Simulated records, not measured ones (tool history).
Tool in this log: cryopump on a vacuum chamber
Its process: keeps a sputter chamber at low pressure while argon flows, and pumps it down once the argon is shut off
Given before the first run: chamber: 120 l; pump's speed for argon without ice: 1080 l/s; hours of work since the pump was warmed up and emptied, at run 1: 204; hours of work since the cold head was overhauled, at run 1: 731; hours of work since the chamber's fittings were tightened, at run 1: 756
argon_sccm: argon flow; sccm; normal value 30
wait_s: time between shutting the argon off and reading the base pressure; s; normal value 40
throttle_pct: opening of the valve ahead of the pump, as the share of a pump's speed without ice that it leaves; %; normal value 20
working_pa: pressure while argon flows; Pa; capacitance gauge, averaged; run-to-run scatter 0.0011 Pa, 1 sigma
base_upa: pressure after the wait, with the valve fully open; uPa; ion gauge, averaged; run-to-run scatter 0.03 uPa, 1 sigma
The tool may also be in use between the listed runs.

run   hour  argon_sccm  wait_s  throttle_pct  hours of work since the pump was warmed up and emptied  hours of work since the cold head was overhauled  hours of work since the chamber's fittings were tightened  working_pa  base_upa
  1      0          30      40            20                                                     204                                               731                                                        756      0.2389      2.19
  2   39.5          30      40            20                                                     225                                               753                                                        778      0.2377      2.26
  3   67.7          30      40            20                                                     240                                               768                                                        793      0.2389      2.24
  4   94.6          30      40            20                                                     254                                               782                                                        807      0.2408      2.28
  5  125.2          30     247            20                                                     271                                               799                                                        824      0.2424      1.35
  6  167.8          30     247            20                                                     293                                               821                                                        846        0.24      1.32
  7  197.4          12      94            56                                                     309                                               837                                                        862      0.0353      1.68
  8  220.4          49      94            56                                                     322                                               849                                                        875      0.1455      1.75
  9  242.5          22      40            20                                                     333                                               861                                                        886      0.1757      2.44
 10  270.7          44     228            20                                                     348                                               876                                                        901      0.3499      1.42
 11  315.2          30      40            55                                                     372                                               900                                                        925      0.0918       2.4
 12  351.4          21      33            16                                                     392                                               920                                                        945      0.2108      2.67

Predict each of these 5 candidate next runs independently; none follows another, all start after run 12:
  A  389.1          41      75            30                                                     412                                               940                                                        965           ?         ?
  B  389.1          26      40            48                                                     412                                               940                                                        965           ?         ?
  C  389.1          27      52            20                                                     412                                               940                                                        965           ?         ?
  D  389.1          21      34            38                                                     412                                               940                                                        965           ?         ?
  E  389.1          30     295            20                                                     412                                               940                                                        965           ?         ?

run  working_pa  base_upa
  A      0.2245      1.93
  B        0.09       2.4
  C       0.217       2.2
  D      0.0907      2.76
  E      0.2414      1.42
Take away the tool's hidden state, keep each run's random variation, and the runs would have read:
run  working_pa  base_upa
  A      0.2149      0.91
  B       0.084       1.4
  C      0.2107      1.19
  D      0.0859      1.72
  E      0.2344      0.41
